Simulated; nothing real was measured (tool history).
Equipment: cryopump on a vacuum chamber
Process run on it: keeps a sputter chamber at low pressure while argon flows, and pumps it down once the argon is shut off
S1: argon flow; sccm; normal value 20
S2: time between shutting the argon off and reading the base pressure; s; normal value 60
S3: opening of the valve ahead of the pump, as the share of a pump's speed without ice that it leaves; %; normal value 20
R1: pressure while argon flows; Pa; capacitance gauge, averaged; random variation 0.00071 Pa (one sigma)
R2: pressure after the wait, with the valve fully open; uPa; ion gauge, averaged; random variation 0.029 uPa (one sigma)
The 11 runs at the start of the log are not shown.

run	hour	S1	S2	S3	R1	R2
12	139.3	20	60	20	0.1354	2.49
13	154.4	20	60	20	0.1353	2.59
14	167.6	20	60	20	0.1353	2.61
15	184.2	13	60	20	0.0888	2.72
16	194.8	20	60	20	0.1367	2.67
17	208.4	20	60	20	0.1359	2.72
18	221.0	20	60	48	0.0583	2.71
19	238.4	23	26	56	0.0582	4.19
20	248.2	20	27	55	0.0518	4.13
21	257.1	20	87	53	0.0538	2.32
22	266.8	20	153	20	0.1363	2.10
23	280.8	20	39	20	0.1368	3.27
24	292.5	20	39	20	0.1380	3.40
25	300.0	8	53	46	0.0239	3.08
26	309.6	14	63	46	0.0427	2.78
27	318.5	14	32	16	0.1193	3.90
28	334.8	14	32	16	0.1189	3.82
29	349.6	14	32	16	0.1195	3.93
30	357.9	11	60	36	0.0428	2.83
31	365.2	20	73	20	0.1377	2.67
32	374.2	36	43	46	0.1108	3.42
33	388.1	36	43	20	0.2473	3.29
34	395.6	11	31	51	0.0313	3.96

4 options for the next run, each taken on its own from the tool as it stands now. Forecast them:
A	410.2	11	31	37	?	?
B	410.2	26	60	20	?	?
C	410.2	27	60	37	?	?
D	410.2	13	31	30	?	?

run	R1	R2
A	0.0412	4.04
B	0.1774	3.07
C	0.1017	2.96
D	0.0601	4.03
What these runs would have given with no unlogged condition in the tool:
run	R1	R2
A	0.0392	2.47
B	0.1727	1.45
C	0.0968	1.40
D	0.0578	2.47

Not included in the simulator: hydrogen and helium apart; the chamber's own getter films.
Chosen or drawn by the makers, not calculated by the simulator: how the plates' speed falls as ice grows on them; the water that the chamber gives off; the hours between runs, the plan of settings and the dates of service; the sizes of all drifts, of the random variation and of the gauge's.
